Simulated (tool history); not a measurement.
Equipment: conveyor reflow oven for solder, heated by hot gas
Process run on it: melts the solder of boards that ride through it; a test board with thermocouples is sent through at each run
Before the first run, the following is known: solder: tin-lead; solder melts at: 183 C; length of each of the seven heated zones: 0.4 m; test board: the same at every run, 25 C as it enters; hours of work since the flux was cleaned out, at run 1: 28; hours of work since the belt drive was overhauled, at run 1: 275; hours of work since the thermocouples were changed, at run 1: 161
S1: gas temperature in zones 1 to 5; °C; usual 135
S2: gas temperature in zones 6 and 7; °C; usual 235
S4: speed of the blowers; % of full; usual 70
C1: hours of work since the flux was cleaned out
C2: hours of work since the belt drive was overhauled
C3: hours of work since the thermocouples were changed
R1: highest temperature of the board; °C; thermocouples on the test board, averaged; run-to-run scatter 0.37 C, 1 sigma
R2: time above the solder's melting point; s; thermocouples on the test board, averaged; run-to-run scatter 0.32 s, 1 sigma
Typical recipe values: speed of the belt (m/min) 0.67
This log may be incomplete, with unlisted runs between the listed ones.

Run 1, hour 0: usual settings; C1 28; C2 275; C3 161. Result: R1 219 °C, R2 53.4 s.
Run 2, hour 6.2: usual settings; C1 31; C2 278; C3 164. Result: R1 219.1 °C, R2 54.8 s.
Run 3, hour 11.8: usual settings; C1 34; C2 281; C3 167. Result: R1 219.6 °C, R2 54.4 s.
Run 4, hour 20: usual settings; C1 37; C2 285; C3 171. Result: R1 218.6 °C, R2 54.6 s.
Run 5, hour 29.4: usual settings; C1 42; C2 289; C3 176. Result: R1 219.2 °C, R2 54.3 s.
Run 6, hour 36.6: usual settings; C1 45; C2 293; C3 179. Result: R1 219.5 °C, R2 54.1 s.
Run 7, hour 45.6: usual settings; C1 50; C2 297; C3 183. Result: R1 219.3 °C, R2 54.4 s.
Run 8, hour 52.1: usual settings but S1 131 °C, S2 240 °C, S4 81 % of full; C1 53; C2 300; C3 186. Result: R1 224.8 °C, R2 57 s.
Run 9, hour 57.6: usual settings but S1 131 °C, S2 240 °C, S4 81 % of full; C1 56; C2 303; C3 189. Result: R1 225.2 °C, R2 57.2 s.
Run 10, hour 63: usual settings but S1 121 °C, S2 247 °C, S4 81 % of full; C1 58; C2 305; C3 192. Result: R1 230.2 °C, R2 56.9 s.
Run 11, hour 71.8: usual settings but S1 142 °C, speed of the belt (m/min) 0.605, S4 55 % of full; C1 62; C2 310; C3 196. Result: R1 220.4 °C, R2 63.7 s.
Run 12, hour 77.1: usual settings but S1 142 °C, speed of the belt (m/min) 0.605, S4 55 % of full; C1 65; C2 312; C3 199. Result: R1 220.2 °C, R2 63.3 s.

Here are 5 independent what-if runs from the current tool condition. What would each one return?
Run A, hour 84: usual settings but S1 144 °C; C1 68; C2 316; C3 202. Result: R1 ?, R2 ?.
Run B, hour 84: usual settings but S2 242 °C, speed of the belt (m/min) 0.737, S4 62 % of full; C1 68; C2 316; C3 202. Result: R1 ?, R2 ?.
Run C, hour 84: usual settings but S1 144 °C, S2 223 °C; C1 68; C2 316; C3 202. Result: R1 ?, R2 ?.
Run D, hour 84: usual settings but S2 247 °C; C1 68; C2 316; C3 202. Result: R1 ?, R2 ?.
Run E, hour 84: usual settings but S1 142 °C, S2 246 °C, speed of the belt (m/min) 0.602, S4 80 % of full; C1 68; C2 316; C3 202. Result: R1 ?, R2 ?.

run     R1    R2
  A  220.8  58.9
  B    220  48.7
  C    210  50.7
  D  229.9  60.6
  E  235.1  72.2
Stripped of hidden state, with their random variation kept, the same runs would have yielded:
run     R1    R2
  A  220.5  58.6
  B  219.9  48.5
  C  209.7  50.5
  D  229.7  60.3
  E  234.8  71.8
